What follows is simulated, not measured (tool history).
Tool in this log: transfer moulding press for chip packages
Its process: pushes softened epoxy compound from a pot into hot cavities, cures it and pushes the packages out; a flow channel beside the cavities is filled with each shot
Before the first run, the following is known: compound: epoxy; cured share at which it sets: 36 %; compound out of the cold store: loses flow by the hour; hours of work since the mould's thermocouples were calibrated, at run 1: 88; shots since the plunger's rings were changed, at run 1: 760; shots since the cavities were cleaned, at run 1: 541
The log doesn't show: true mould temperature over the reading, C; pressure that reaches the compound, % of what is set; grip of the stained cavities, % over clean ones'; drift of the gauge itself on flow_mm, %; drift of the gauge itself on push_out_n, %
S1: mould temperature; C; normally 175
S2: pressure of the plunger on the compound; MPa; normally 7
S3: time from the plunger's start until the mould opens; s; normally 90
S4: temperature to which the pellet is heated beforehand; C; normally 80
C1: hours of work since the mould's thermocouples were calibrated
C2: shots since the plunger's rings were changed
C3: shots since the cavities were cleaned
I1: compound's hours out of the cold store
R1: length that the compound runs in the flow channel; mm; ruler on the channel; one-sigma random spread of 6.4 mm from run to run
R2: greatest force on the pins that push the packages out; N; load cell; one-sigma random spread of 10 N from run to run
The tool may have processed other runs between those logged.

run,day,S1,S2,S3,S4,C1,C2,C3,I1,R1,R2
1,0,175,7,90,80,88,760,541,21.5,739,749
2,0.221,175,7.37,90,80,92,841,622,30.3,723,713
3,0.521,175,7.37,90,80,97,951,732,25,751,768
4,0.762,175,7.37,90,80,101,1039,820,41.9,677,738
5,1.062,175,7.37,90,80,106,1149,930,32.6,714,777
# day 1.254: cavities cleaned with cleaning compound and waxed
6,1.346,175,7.37,90,80,109,1229,33,17.1,785,520
7,1.558,175,7,90,89,113,1308,112,26.7,734,541
8,1.812,175,7,90,89,117,1401,205,33.3,699,593
9,2.183,176,5.54,90,80,123,1536,340,37.9,600,625
10,2.533,176,5.54,79,74,129,1664,468,18.5,656,911
11,2.825,169,7.41,90,75,134,1770,574,22,778,1143
12,3.179,180,7,92,80,140,1900,704,40.7,639,592
13,3.538,180,7,92,80,146,2032,836,32.5,675,633
# day 3.971: cavities cleaned with cleaning compound and waxed
14,3.996,177,7.66,82,84,152,2176,9,39.1,679,491
15,4.167,177,7.66,82,84,155,2239,72,26.8,733,560
16,4.375,175,7,86,80,159,2316,149,17.5,737,656

What if the next run were any one of these 4? Each begins from the tool's condition after run 16:
A,4.583,175,7,86,84,162,2391,224,14,?,?
B,4.583,175,7.37,86,80,162,2391,224,46.3,?,?
C,4.583,176,7,86,80,162,2391,224,15.4,?,?
D,4.583,172,7,90,78,162,2391,224,15.3,?,?

run,R1,R2
A,763,703
B,655,644
C,749,668
D,767,786
What these runs would have given with no unlogged condition in the tool:
run,R1,R2
A,786,529
B,675,488
C,772,506
D,791,591

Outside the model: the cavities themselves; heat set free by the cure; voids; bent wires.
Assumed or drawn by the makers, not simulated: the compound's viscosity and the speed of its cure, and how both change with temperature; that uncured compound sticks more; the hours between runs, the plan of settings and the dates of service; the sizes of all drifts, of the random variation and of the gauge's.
